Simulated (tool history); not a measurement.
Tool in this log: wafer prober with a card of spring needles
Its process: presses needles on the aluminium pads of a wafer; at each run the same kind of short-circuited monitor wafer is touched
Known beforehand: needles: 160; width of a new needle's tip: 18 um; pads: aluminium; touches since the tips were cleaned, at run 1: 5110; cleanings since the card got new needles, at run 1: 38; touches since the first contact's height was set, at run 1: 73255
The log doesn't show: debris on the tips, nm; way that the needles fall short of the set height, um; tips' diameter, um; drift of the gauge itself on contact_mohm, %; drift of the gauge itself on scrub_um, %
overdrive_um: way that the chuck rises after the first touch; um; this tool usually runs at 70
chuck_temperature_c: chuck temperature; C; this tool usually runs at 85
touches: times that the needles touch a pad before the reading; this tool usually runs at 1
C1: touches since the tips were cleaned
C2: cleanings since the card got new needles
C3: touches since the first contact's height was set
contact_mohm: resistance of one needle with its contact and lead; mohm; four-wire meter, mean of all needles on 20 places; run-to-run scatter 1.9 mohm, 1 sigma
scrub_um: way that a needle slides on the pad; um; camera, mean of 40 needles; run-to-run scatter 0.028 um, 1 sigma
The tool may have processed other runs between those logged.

Run 1, day 0: usual settings; C1 5110; C2 38; C3 73255. Result: contact_mohm 210 mohm, scrub_um 9.44 um.
At day 0.104: tips cleaned on abrasive film.
At day 0.608: tips cleaned on abrasive film.
At day 1.112: tips cleaned on abrasive film.
Run 2, day 1.142: usual settings but overdrive_um 76 um; C1 502; C2 41; C3 90799. Result: contact_mohm 207 mohm, scrub_um 10.22 um.
At day 1.554: tips cleaned on abrasive film.
At day 2.071: tips cleaned on abrasive film.
At day 2.483: tips cleaned on abrasive film.
Run 3, day 2.483: usual settings; C1 0; C2 44; C3 111426. Result: contact_mohm 209 mohm, scrub_um 9.44 um.
At day 2.688: height of the first contact set anew.
At day 2.992: tips cleaned on abrasive film.
At day 3.492: tips cleaned on abrasive film.
At day 4.008: tips cleaned on abrasive film.
Run 4, day 4.317: usual settings; C1 4779; C2 47; C3 25040. Result: contact_mohm 206 mohm, scrub_um 9.33 um.
At day 4.425: tips cleaned on abrasive film.
At day 4.925: tips cleaned on abrasive film.
At day 5.442: tips cleaned on abrasive film.
At day 5.946: tips cleaned on abrasive film.
Run 5, day 5.95: usual settings; C1 67; C2 51; C3 50164. Result: contact_mohm 210 mohm, scrub_um 9.37 um.
At day 6.367: tips cleaned on abrasive film.
At day 6.858: tips cleaned on abrasive film.
At day 7.342: tips cleaned on abrasive film.
Run 6, day 7.342: usual settings; C1 0; C2 54; C3 71542. Result: contact_mohm 211 mohm, scrub_um 9.35 um.
At day 7.754: tips cleaned on abrasive film.
At day 8.271: tips cleaned on abrasive film.
Run 7, day 8.433: usual settings; C1 2564; C2 56; C3 88369. Result: contact_mohm 208 mohm, scrub_um 9.35 um.
At day 8.738: tips cleaned on abrasive film.
At day 9.217: tips cleaned on abrasive film.
At day 9.733: tips cleaned on abrasive film.
Run 8, day 9.812: usual settings but overdrive_um 58 um, chuck_temperature_c 123 C; C1 1273; C2 59; C3 109569. Result: contact_mohm 219 mohm, scrub_um 7.7 um.
At day 10.117: height of the first contact set anew.
At day 10.221: tips cleaned on abrasive film.
At day 10.721: tips cleaned on abrasive film.
At day 11.238: tips cleaned on abrasive film.
Run 9, day 11.258: usual settings but chuck_temperature_c 44 C; C1 359; C2 62; C3 17548. Result: contact_mohm 197 mohm, scrub_um 9.35 um.

Expected results for the next run?
At day 11.671: tips cleaned on abrasive film.
At day 12.188: tips cleaned on abrasive film.
Run 10, day 12.204: usual settings but overdrive_um 84 um, chuck_temperature_c 44 C; C1 301; C2 64; C3 32081. Result: contact_mohm ?, scrub_um ?.

Run 10 gave contact_mohm 198 mohm, scrub_um 11.25 um.
Had the tool carried no hidden state, the very same run would have given contact_mohm 198 mohm, scrub_um 11.37 um.
